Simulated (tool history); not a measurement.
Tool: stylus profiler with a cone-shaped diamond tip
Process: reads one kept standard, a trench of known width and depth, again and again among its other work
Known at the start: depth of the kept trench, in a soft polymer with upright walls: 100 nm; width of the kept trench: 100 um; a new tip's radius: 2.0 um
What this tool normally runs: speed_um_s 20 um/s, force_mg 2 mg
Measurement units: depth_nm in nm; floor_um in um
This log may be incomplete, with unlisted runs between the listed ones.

{"run": 1, "day": 0.0, "speed_um_s": 20, "force_mg": 2, "depth_nm": 101.38, "floor_um": 98.6}
{"run": 2, "day": 0.692, "speed_um_s": 20, "force_mg": 2, "depth_nm": 101.36, "floor_um": 98.58}
{"run": 3, "day": 1.188, "speed_um_s": 20, "force_mg": 2, "depth_nm": 101.35, "floor_um": 98.61}
{"run": 4, "day": 1.842, "speed_um_s": 20, "force_mg": 2, "depth_nm": 101.33, "floor_um": 98.57}
{"run": 5, "day": 2.283, "speed_um_s": 20, "force_mg": 2, "depth_nm": 101.37, "floor_um": 98.58}
{"run": 6, "day": 2.662, "speed_um_s": 20, "force_mg": 4.06, "depth_nm": 102.16, "floor_um": 98.66}
{"run": 7, "day": 3.025, "speed_um_s": 56, "force_mg": 4.06, "depth_nm": 102.16, "floor_um": 98.42}
{"run": 8, "day": 3.408, "speed_um_s": 20, "force_mg": 2, "depth_nm": 101.36, "floor_um": 98.57}
{"run": 9, "day": 3.938, "speed_um_s": 20, "force_mg": 2, "depth_nm": 101.35, "floor_um": 98.5}
{"run": 10, "day": 4.608, "speed_um_s": 20, "force_mg": 4.09, "depth_nm": 102.22, "floor_um": 98.64}
{"run": 11, "day": 5.1, "speed_um_s": 20, "force_mg": 4.09, "depth_nm": 102.17, "floor_um": 98.59}
{"run": 12, "day": 5.479, "speed_um_s": 20, "force_mg": 4.09, "depth_nm": 102.22, "floor_um": 98.62}
{"run": 13, "day": 6.05, "speed_um_s": 39, "force_mg": 2, "depth_nm": 101.42, "floor_um": 98.43}
{"run": 14, "day": 6.433, "speed_um_s": 20, "force_mg": 2, "depth_nm": 101.37, "floor_um": 98.56}
{"run": 15, "day": 6.879, "speed_um_s": 20, "force_mg": 1.76, "depth_nm": 101.31, "floor_um": 98.58}
{"run": 16, "day": 7.229, "speed_um_s": 20, "force_mg": 1.76, "depth_nm": 101.32, "floor_um": 98.55}
{"run": 17, "day": 7.55, "speed_um_s": 20, "force_mg": 1.76, "depth_nm": 101.31, "floor_um": 98.54}
{"run": 18, "day": 7.925, "speed_um_s": 20, "force_mg": 1.76, "depth_nm": 101.33, "floor_um": 98.54}
{"run": 19, "day": 8.421, "speed_um_s": 20, "force_mg": 1.76, "depth_nm": 101.31, "floor_um": 98.62}
{"run": 20, "day": 8.746, "speed_um_s": 20, "force_mg": 1.76, "depth_nm": 101.29, "floor_um": 98.49}
{"run": 21, "day": 9.45, "speed_um_s": 22, "force_mg": 1.76, "depth_nm": 101.31, "floor_um": 98.56}
{"run": 22, "day": 9.988, "speed_um_s": 22, "force_mg": 1.76, "depth_nm": 101.32, "floor_um": 98.57}
{"run": 23, "day": 10.379, "speed_um_s": 20, "force_mg": 2, "depth_nm": 101.44, "floor_um": 98.53}
{"run": 24, "day": 10.921, "speed_um_s": 51, "force_mg": 2.03, "depth_nm": 101.42, "floor_um": 98.32}
{"run": 25, "day": 11.4, "speed_um_s": 51, "force_mg": 2.03, "depth_nm": 101.44, "floor_um": 98.32}
{"run": 26, "day": 11.721, "speed_um_s": 9, "force_mg": 3.03, "depth_nm": 101.83, "floor_um": 98.62}
{"run": 27, "day": 12.442, "speed_um_s": 6, "force_mg": 3.03, "depth_nm": 101.82, "floor_um": 98.62}
{"run": 28, "day": 13.162, "speed_um_s": 6, "force_mg": 1.1, "depth_nm": 100.96, "floor_um": 98.63}
{"run": 29, "day": 13.796, "speed_um_s": 6, "force_mg": 1.1, "depth_nm": 101.05, "floor_um": 98.61}
{"run": 30, "day": 14.454, "speed_um_s": 9, "force_mg": 3.73, "depth_nm": 102.13, "floor_um": 98.65}
{"run": 31, "day": 14.896, "speed_um_s": 9, "force_mg": 2.66, "depth_nm": 101.7, "floor_um": 98.69}
{"run": 32, "day": 15.221, "speed_um_s": 9, "force_mg": 2.66, "depth_nm": 101.74, "floor_um": 98.64}
{"run": 33, "day": 15.742, "speed_um_s": 22, "force_mg": 2.29, "depth_nm": 101.57, "floor_um": 98.52}
{"run": 34, "day": 16.067, "speed_um_s": 36, "force_mg": 1.37, "depth_nm": 101.14, "floor_um": 98.4}
{"run": 35, "day": 16.617, "speed_um_s": 59, "force_mg": 0.8, "depth_nm": 100.87, "floor_um": 98.03}
{"run": 36, "day": 17.288, "speed_um_s": 9, "force_mg": 2.24, "depth_nm": 101.55, "floor_um": 98.63}
{"run": 37, "day": 17.854, "speed_um_s": 9, "force_mg": 2.24, "depth_nm": 101.59, "floor_um": 98.61}
{"run": 38, "day": 18.496, "speed_um_s": 20, "force_mg": 2.78, "depth_nm": 101.74, "floor_um": 98.58}
{"run": 39, "day": 18.992, "speed_um_s": 20, "force_mg": 2.78, "depth_nm": 101.76, "floor_um": 98.57}
{"run": 40, "day": 19.55, "speed_um_s": 20, "force_mg": 2.78, "depth_nm": 101.79, "floor_um": 98.53}
{"run": 41, "day": 19.896, "speed_um_s": 34, "force_mg": 2.28, "depth_nm": 101.59, "floor_um": 98.47}
{"run": 42, "day": 20.517, "speed_um_s": 77, "force_mg": 5.53, "depth_nm": 102.74, "floor_um": 98.38}
{"run": 43, "day": 21.104, "speed_um_s": 27, "force_mg": 5.43, "depth_nm": 102.73, "floor_um": 98.58}
{"run": 44, "day": 21.417, "speed_um_s": 27, "force_mg": 5.43, "depth_nm": 102.71, "floor_um": 98.56}
{"run": 45, "day": 22.029, "speed_um_s": 21, "force_mg": 5.85, "depth_nm": 102.84, "floor_um": 98.56}
{"run": 46, "day": 22.738, "speed_um_s": 21, "force_mg": 5.85, "depth_nm": 102.88, "floor_um": 98.58}

Difference, measured minus no-hidden-state, one row per run. Run-to-run variation is common to both terms; the gauge's own scatter need not be:
The hidden state here: radius of the tip, um; height scale over the true one, %; drift of the gauge itself on depth_nm, %; drift of the gauge itself on floor_um, %.
run=1 depth_nm=+0.06 floor_um=-0.03
run=2 depth_nm=+0.06 floor_um=-0.04
run=3 depth_nm=+0.06 floor_um=-0.03
run=4 depth_nm=+0.06 floor_um=-0.03
run=5 depth_nm=+0.07 floor_um=-0.03
run=6 depth_nm=+0.06 floor_um=-0.03
run=7 depth_nm=+0.07 floor_um=-0.04
run=8 depth_nm=+0.07 floor_um=-0.04
run=9 depth_nm=+0.07 floor_um=-0.03
run=10 depth_nm=+0.08 floor_um=-0.04
run=11 depth_nm=+0.08 floor_um=-0.04
run=12 depth_nm=+0.08 floor_um=-0.04
run=13 depth_nm=+0.08 floor_um=-0.04
run=14 depth_nm=+0.08 floor_um=-0.04
run=15 depth_nm=+0.09 floor_um=-0.04
run=16 depth_nm=+0.09 floor_um=-0.05
run=17 depth_nm=+0.09 floor_um=-0.04
run=18 depth_nm=+0.09 floor_um=-0.05
run=19 depth_nm=+0.09 floor_um=-0.05
run=20 depth_nm=+0.1 floor_um=-0.04
run=21 depth_nm=+0.1 floor_um=-0.04
run=22 depth_nm=+0.11 floor_um=-0.05
run=23 depth_nm=+0.1 floor_um=-0.04
run=24 depth_nm=+0.11 floor_um=-0.05
run=25 depth_nm=+0.11 floor_um=-0.05
run=26 depth_nm=+0.11 floor_um=-0.05
run=27 depth_nm=+0.11 floor_um=-0.05
run=28 depth_nm=+0.12 floor_um=-0.05
run=29 depth_nm=+0.12 floor_um=-0.06
run=30 depth_nm=+0.12 floor_um=-0.05
run=31 depth_nm=+0.12 floor_um=-0.05
run=32 depth_nm=+0.13 floor_um=-0.05
run=33 depth_nm=+0.13 floor_um=-0.06
run=34 depth_nm=+0.13 floor_um=-0.06
run=35 depth_nm=+0.14 floor_um=-0.06
run=36 depth_nm=+0.13 floor_um=-0.06
run=37 depth_nm=+0.14 floor_um=-0.06
run=38 depth_nm=+0.14 floor_um=-0.06
run=39 depth_nm=+0.14 floor_um=-0.06
run=40 depth_nm=+0.14 floor_um=-0.06
run=41 depth_nm=+0.15 floor_um=-0.06
run=42 depth_nm=+0.15 floor_um=-0.06
run=43 depth_nm=+0.15 floor_um=-0.07
run=44 depth_nm=+0.15 floor_um=-0.06
run=45 depth_nm=+0.16 floor_um=-0.07
run=46 depth_nm=+0.16 floor_um=-0.06
